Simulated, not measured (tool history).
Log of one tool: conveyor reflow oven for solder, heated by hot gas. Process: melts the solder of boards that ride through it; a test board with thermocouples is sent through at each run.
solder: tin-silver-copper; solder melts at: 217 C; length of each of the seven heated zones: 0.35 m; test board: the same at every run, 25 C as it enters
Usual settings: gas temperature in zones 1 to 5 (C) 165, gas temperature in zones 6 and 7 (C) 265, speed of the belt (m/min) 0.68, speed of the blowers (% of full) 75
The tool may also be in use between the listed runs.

run    hour  gas temperature in zones 1 to 5 (C)  gas temperature in zones 6 and 7 (C)  speed of the belt (m/min)  speed of the blowers (% of full)  highest temperature of the board (C)  time above the solder's melting point (s)
  1       0                                  165                                   265                       0.68                                75                                 241.7                                       36.6
  2    38.6                                  165                                   265                       0.68                                75                                 242.4                                       37.5
  3    74.4                                  165                                   256                       0.68                                75                                 235.4                                       29.6
  4   104.3                                  165                                   265                       0.68                                55                                   238                                       31.6
      126.9  -- flux residue cleaned out of gas plates and filters
  5   180.3                                  165                                   265                       0.68                                55                                 238.7                                       33.3
  6   243.6                                  165                                   265                       0.68                                52                                 237.9                                       32.3
  7   313.2                                  165                                   265                       0.68                                52                                 237.3                                       32.2
      364.9  -- belt drive overhauled, speed set with a stopwatch
  8   388.6                                  165                                   265                      0.712                                75                                 240.2                                       32.6
  9   424.2                                  165                                   259                      0.712                                75                                 234.9                                       27.3
 10   467.6                                  165                                   259                      0.712                                88                                 237.8                                       29.7
 11   525.7                                  165                                   259                      0.712                                88                                 236.8                                       29.1
 12   578.4                                  165                                   265                       0.68                                61                                 238.6                                       30.4
      651.5  -- flux residue cleaned out of gas plates and filters
 13   651.5                                  165                                   265                       0.68                                61                                 239.9                                       33.6
 14   695.7                                  165                                   265                       0.68                                61                                 239.4                                       32.7
 15   757.7                                  165                                   280                      0.815                                75                                 247.3                                       31.3
 16   800.8                                  164                                   272                      0.755                                79                                 244.1                                         33
 17   839.4                                  164                                   272                      0.755                                79                                 244.5                                       32.9
 18   894.3                                  165                                   254                       0.68                                75                                 232.2                                       26.8
 19   923.2                                  165                                   265                      0.625                                86                                 246.3                                       43.8
 20   990.9                                  165                                   277                       0.68                                56                                 246.1                                         38
 21  1054.6                                  165                                   277                       0.68                                56                                 246.9                                       37.7
 22  1094.1                                  165                                   277                       0.68                                56                                   246                                       36.9
 23  1155.8                                  163                                   254                      0.636                                74                                 234.5                                       29.9
     1175.5  -- flux residue cleaned out of gas plates and filters
 24  1221.2                                  166                                   254                      0.614                                74                                   237                                       36.1
 25  1265.1                                  166                                   254                      0.626                                74                                 236.1                                       34.2
     1275.3  -- thermocouples of zones 6 and 7 changed
 26  1338.3                                  166                                   254                      0.626                                74                                 238.7                                         36
 27  1391.1                                  166                                   254                      0.626                                74                                 237.4                                       36.5
 28  1437.2                                  165                                   259                      0.718                                75                                 236.9                                       28.9

The same runs without the tool's hidden state, with the same run-to-run variation:
The hidden state here: heat that the gas passes to the board, % of a clean oven's; belt's true speed, % of the reading; true gas temperature in zones 6 and 7 over the reading, C; drift of the gauge itself on peak_c, C; drift of the gauge itself on liquid_s, %.
run  highest temperature of the board (C)  time above the solder's melting point (s)
  1                                 243.5                                       37.3
  2                                 244.4                                       38.3
  3                                 237.5                                       31.2
  4                                 239.9                                       32.8
  5                                 238.9                                       32.4
  6                                 238.3                                       31.6
  7                                 237.9                                       31.8
  8                                 242.5                                       34.7
  9                                 237.3                                       29.9
 10                                 240.3                                       32.3
 11                                 239.5                                       31.9
 12                                 241.5                                       33.3
 13                                 241.3                                       34.8
 14                                 240.9                                       34.1
 15                                 249.2                                       32.4
 16                                 246.1                                       34.3
 17                                 246.6                                       34.4
 18                                 234.4                                       29.2
 19                                 248.7                                       45.5
 20                                 248.6                                       39.8
 21                                 249.6                                       39.7
 22                                 248.8                                       38.9
 23                                 237.4                                       33.3
 24                                 238.7                                       37.5
 25                                 237.9                                       35.8
 26                                 238.9                                         36
 27                                 237.7                                       36.7
 28                                 237.5                                       29.3
